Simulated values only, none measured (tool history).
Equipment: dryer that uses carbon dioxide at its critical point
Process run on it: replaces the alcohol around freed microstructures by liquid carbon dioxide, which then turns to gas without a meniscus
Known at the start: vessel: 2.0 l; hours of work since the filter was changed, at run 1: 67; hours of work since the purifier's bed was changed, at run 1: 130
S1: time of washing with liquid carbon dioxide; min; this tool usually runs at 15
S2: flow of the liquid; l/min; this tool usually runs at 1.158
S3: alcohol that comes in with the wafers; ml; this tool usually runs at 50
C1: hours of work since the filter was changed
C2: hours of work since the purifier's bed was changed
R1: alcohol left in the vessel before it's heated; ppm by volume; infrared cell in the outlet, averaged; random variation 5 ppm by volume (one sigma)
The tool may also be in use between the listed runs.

Run 1, hour 0: usual settings; C1 67; C2 130. Result: R1 37 ppm by volume.
Run 2, hour 51.9: usual settings but S1 10 min; C1 96; C2 159. Result: R1 133 ppm by volume.
Run 3, hour 81.1: usual settings; C1 112; C2 175. Result: R1 55 ppm by volume.
Run 4, hour 106.5: usual settings; C1 126; C2 189. Result: R1 41 ppm by volume.
Run 5, hour 137.5: usual settings; C1 143; C2 206. Result: R1 47 ppm by volume.
Run 6, hour 193.7: usual settings but S3 117 ml; C1 174; C2 237. Result: R1 67 ppm by volume.
Run 7, hour 239.2: usual settings; C1 199; C2 263. Result: R1 69 ppm by volume.
Run 8, hour 268.4: usual settings; C1 215; C2 279. Result: R1 71 ppm by volume.
Run 9, hour 331.3: usual settings but S3 61 ml; C1 250; C2 314. Result: R1 70 ppm by volume.
Run 10, hour 368.4: usual settings but S3 61 ml; C1 271; C2 334. Result: R1 83 ppm by volume.
Run 11, hour 430: usual settings; C1 305; C2 368. Result: R1 87 ppm by volume.
Run 12, hour 455.8: usual settings; C1 319; C2 383. Result: R1 77 ppm by volume.
Run 13, hour 484.5: usual settings but S1 12 min; C1 335; C2 398. Result: R1 125 ppm by volume.
Run 14, hour 540.1: usual settings but S1 12 min; C1 366; C2 429. Result: R1 126 ppm by volume.
Run 15, hour 592.7: usual settings but S1 24 min; C1 395; C2 458. Result: R1 81 ppm by volume.
Run 16, hour 629.4: usual settings but S1 24 min; C1 415; C2 479. Result: R1 92 ppm by volume.
Run 17, hour 681: usual settings but S1 24 min; C1 444; C2 507. Result: R1 105 ppm by volume.
Run 18, hour 727: usual settings; C1 469; C2 533. Result: R1 108 ppm by volume.
Run 19, hour 781.6: usual settings; C1 500; C2 563. Result: R1 113 ppm by volume.
Run 20, hour 825.9: usual settings; C1 524; C2 588. Result: R1 122 ppm by volume.
At hour 843.5: inlet filter changed.
Run 21, hour 859.7: usual settings but S3 35 ml; C1 9; C2 606. Result: R1 111 ppm by volume.
Run 22, hour 895: usual settings but S3 35 ml; C1 28; C2 625. Result: R1 130 ppm by volume.
Run 23, hour 944.7: usual settings; C1 56; C2 653. Result: R1 127 ppm by volume.
Run 24, hour 983.3: usual settings but S2 1.01 l/min; C1 77; C2 674. Result: R1 127 ppm by volume.
Run 25, hour 1011.7: usual settings but S1 13 min, S2 1.01 l/min, S3 89 ml; C1 93; C2 690. Result: R1 205 ppm by volume.
Run 26, hour 1043.7: usual settings but S1 13 min, S2 1.01 l/min, S3 89 ml; C1 111; C2 708. Result: R1 220 ppm by volume.
Run 27, hour 1069.5: usual settings but S1 13 min, S2 1.01 l/min, S3 89 ml; C1 125; C2 722. Result: R1 211 ppm by volume.
Run 28, hour 1116.2: usual settings but S1 16 min, S2 1.37 l/min, S3 77 ml; C1 151; C2 748. Result: R1 146 ppm by volume.
Run 29, hour 1155.2: usual settings but S1 16 min, S2 1.37 l/min, S3 22 ml; C1 173; C2 769. Result: R1 144 ppm by volume.
Run 30, hour 1210: usual settings but S1 22 min; C1 203; C2 800. Result: R1 151 ppm by volume.
Run 31, hour 1238.5: usual settings but S1 22 min; C1 219; C2 815. Result: R1 150 ppm by volume.
Run 32, hour 1282.4: usual settings but S1 22 min; C1 243; C2 840. Result: R1 161 ppm by volume.
Run 33, hour 1336.9: usual settings but S1 22 min; C1 273; C2 870. Result: R1 174 ppm by volume.
Run 34, hour 1387: usual settings but S1 18 min, S3 53 ml; C1 301; C2 898. Result: R1 174 ppm by volume.
Run 35, hour 1422.2: usual settings but S1 18 min, S3 53 ml; C1 320; C2 917. Result: R1 173 ppm by volume.
Run 36, hour 1463.3: usual settings but S1 18 min, S3 53 ml; C1 343; C2 940. Result: R1 178 ppm by volume.
Run 37, hour 1501.2: usual settings but S1 18 min, S3 53 ml; C1 364; C2 961. Result: R1 182 ppm by volume.
Run 38, hour 1531: usual settings but S1 18 min, S3 53 ml; C1 381; C2 977. Result: R1 181 ppm by volume.
Run 39, hour 1589.5: usual settings but S1 10 min, S2 1.9 l/min; C1 413; C2 1010. Result: R1 189 ppm by volume.
Run 40, hour 1622.1: usual settings but S1 22 min, S2 0.71 l/min; C1 431; C2 1028. Result: R1 214 ppm by volume.
At hour 1677.7: purifier's bed changed.
Run 41, hour 1684.1: usual settings but S1 20 min, S2 0.71 l/min; C1 464; C2 4. Result: R1 48 ppm by volume.
Run 42, hour 1725.7: usual settings but S1 20 min, S2 0.71 l/min; C1 487; C2 27. Result: R1 61 ppm by volume.
Run 43, hour 1761.5: usual settings but S1 13 min, S2 1.87 l/min, S3 43 ml; C1 507; C2 46. Result: R1 19 ppm by volume.
At hour 1812.1: inlet filter changed.
Run 44, hour 1815.1: usual settings but S1 13 min, S2 1.87 l/min, S3 43 ml; C1 2; C2 75. Result: R1 19 ppm by volume.

Run 45 is up next; what results do you expect?
Run 45, hour 1850.6: usual settings but S1 10 min, S2 1.87 l/min, S3 43 ml; C1 21; C2 95. Result: R1 ?.

R1: 23 ppm by volume
Without the tool's hidden state the same run would have given R1 4 ppm by volume.
